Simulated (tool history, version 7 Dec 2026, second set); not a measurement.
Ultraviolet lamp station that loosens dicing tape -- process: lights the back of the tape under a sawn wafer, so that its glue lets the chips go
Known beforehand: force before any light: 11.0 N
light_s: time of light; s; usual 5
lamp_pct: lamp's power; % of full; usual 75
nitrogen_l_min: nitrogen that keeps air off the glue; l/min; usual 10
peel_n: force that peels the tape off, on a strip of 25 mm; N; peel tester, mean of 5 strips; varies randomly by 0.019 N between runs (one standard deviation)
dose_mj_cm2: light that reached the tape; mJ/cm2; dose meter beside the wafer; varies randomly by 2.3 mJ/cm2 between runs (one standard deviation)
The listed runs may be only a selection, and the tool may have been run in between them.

run 1 hour=0.0 | light_s=5 lamp_pct=75 nitrogen_l_min=10 | peel_n=1.100 dose_mj_cm2=211
run 2 hour=20.4 | light_s=5 lamp_pct=75 nitrogen_l_min=10 | peel_n=1.123 dose_mj_cm2=207
run 3 hour=41.7 | light_s=5 lamp_pct=76 nitrogen_l_min=10 | peel_n=1.112 dose_mj_cm2=208
run 4 hour=60.0 | light_s=5 lamp_pct=75 nitrogen_l_min=10 | peel_n=1.124 dose_mj_cm2=204
run 5 hour=70.2 | light_s=5 lamp_pct=75 nitrogen_l_min=10 | peel_n=1.163 dose_mj_cm2=202
run 6 hour=87.1 | light_s=6 lamp_pct=75 nitrogen_l_min=10 | peel_n=0.862 dose_mj_cm2=241
run 7 hour=107.2 | light_s=5 lamp_pct=72 nitrogen_l_min=10 | peel_n=1.274 dose_mj_cm2=191
run 8 hour=118.4 | light_s=5 lamp_pct=72 nitrogen_l_min=10 | peel_n=1.302 dose_mj_cm2=187
run 9 hour=136.3 | light_s=2 lamp_pct=75 nitrogen_l_min=10 | peel_n=4.513 dose_mj_cm2=78
run 10 hour=154.5 | light_s=2 lamp_pct=75 nitrogen_l_min=10 | peel_n=4.458 dose_mj_cm2=75
run 11 hour=177.0 | light_s=2 lamp_pct=75 nitrogen_l_min=10 | peel_n=4.518 dose_mj_cm2=78
run 12 hour=188.3 | light_s=2 lamp_pct=75 nitrogen_l_min=10 | peel_n=4.443 dose_mj_cm2=78
run 13 hour=204.8 | light_s=6 lamp_pct=75 nitrogen_l_min=10 | peel_n=0.932 dose_mj_cm2=224
run 14 hour=227.5 | light_s=6 lamp_pct=75 nitrogen_l_min=10 | peel_n=0.976 dose_mj_cm2=224
run 15 hour=246.1 | light_s=6 lamp_pct=75 nitrogen_l_min=10 | peel_n=0.997 dose_mj_cm2=221
run 16 hour=260.9 | light_s=6 lamp_pct=75 nitrogen_l_min=10 | peel_n=0.987 dose_mj_cm2=218
run 17 hour=270.4 | light_s=6 lamp_pct=75 nitrogen_l_min=10 | peel_n=1.017 dose_mj_cm2=216
run 18 hour=290.2 | light_s=5 lamp_pct=61 nitrogen_l_min=10 | peel_n=2.074 dose_mj_cm2=148
run 19 hour=301.5 | light_s=5 lamp_pct=61 nitrogen_l_min=10 | peel_n=2.156 dose_mj_cm2=146
run 20 hour=319.6 | light_s=5 lamp_pct=61 nitrogen_l_min=10 | peel_n=2.179 dose_mj_cm2=140
-- hour=324.9 window cleaned of glue's vapour
run 21 hour=330.7 | light_s=5 lamp_pct=61 nitrogen_l_min=10 | peel_n=1.599 dose_mj_cm2=173
run 22 hour=341.5 | light_s=5 lamp_pct=61 nitrogen_l_min=10 | peel_n=1.509 dose_mj_cm2=176
run 23 hour=356.0 | light_s=5 lamp_pct=61 nitrogen_l_min=10 | peel_n=1.588 dose_mj_cm2=174
run 24 hour=374.5 | light_s=4 lamp_pct=75 nitrogen_l_min=4 | peel_n=2.689 dose_mj_cm2=168
run 25 hour=390.7 | light_s=8 lamp_pct=91 nitrogen_l_min=4 | peel_n=0.542 dose_mj_cm2=405
run 26 hour=412.6 | light_s=3 lamp_pct=90 nitrogen_l_min=10 | peel_n=2.034 dose_mj_cm2=149
run 27 hour=435.0 | light_s=3 lamp_pct=90 nitrogen_l_min=10 | peel_n=2.091 dose_mj_cm2=147
run 28 hour=456.6 | light_s=3 lamp_pct=90 nitrogen_l_min=10 | peel_n=2.097 dose_mj_cm2=143
run 29 hour=475.3 | light_s=3 lamp_pct=90 nitrogen_l_min=7 | peel_n=2.520 dose_mj_cm2=142
run 30 hour=496.4 | light_s=3 lamp_pct=90 nitrogen_l_min=7 | peel_n=2.402 dose_mj_cm2=141
run 31 hour=506.6 | light_s=3 lamp_pct=90 nitrogen_l_min=7 | peel_n=2.620 dose_mj_cm2=143
run 32 hour=522.9 | light_s=5 lamp_pct=62 nitrogen_l_min=4 | peel_n=2.823 dose_mj_cm2=168
run 33 hour=532.7 | light_s=8 lamp_pct=69 nitrogen_l_min=10 | peel_n=0.590 dose_mj_cm2=280
run 34 hour=552.6 | light_s=5 lamp_pct=73 nitrogen_l_min=10 | peel_n=1.411 dose_mj_cm2=180
run 35 hour=570.5 | light_s=9 lamp_pct=97 nitrogen_l_min=7 | peel_n=0.349 dose_mj_cm2=443
run 36 hour=588.0 | light_s=7 lamp_pct=85 nitrogen_l_min=6 | peel_n=0.759 dose_mj_cm2=293
run 37 hour=607.5 | light_s=9 lamp_pct=69 nitrogen_l_min=8 | peel_n=0.596 dose_mj_cm2=307
run 38 hour=618.6 | light_s=9 lamp_pct=69 nitrogen_l_min=8 | peel_n=0.604 dose_mj_cm2=303
run 39 hour=640.0 | light_s=9 lamp_pct=69 nitrogen_l_min=8 | peel_n=0.583 dose_mj_cm2=302
run 40 hour=649.7 | light_s=5 lamp_pct=66 nitrogen_l_min=10 | peel_n=1.889 dose_mj_cm2=159

The next listed run, before its measurement:
run 41 hour=665.0 | light_s=5 lamp_pct=66 nitrogen_l_min=10 | peel_n=? dose_mj_cm2=?

peel_n: 1.855 N
dose_mj_cm2: 154 mJ/cm2
Minus the tool's unlogged condition, the same run would have read peel_n 1.153 N, dose_mj_cm2 201 mJ/cm2.
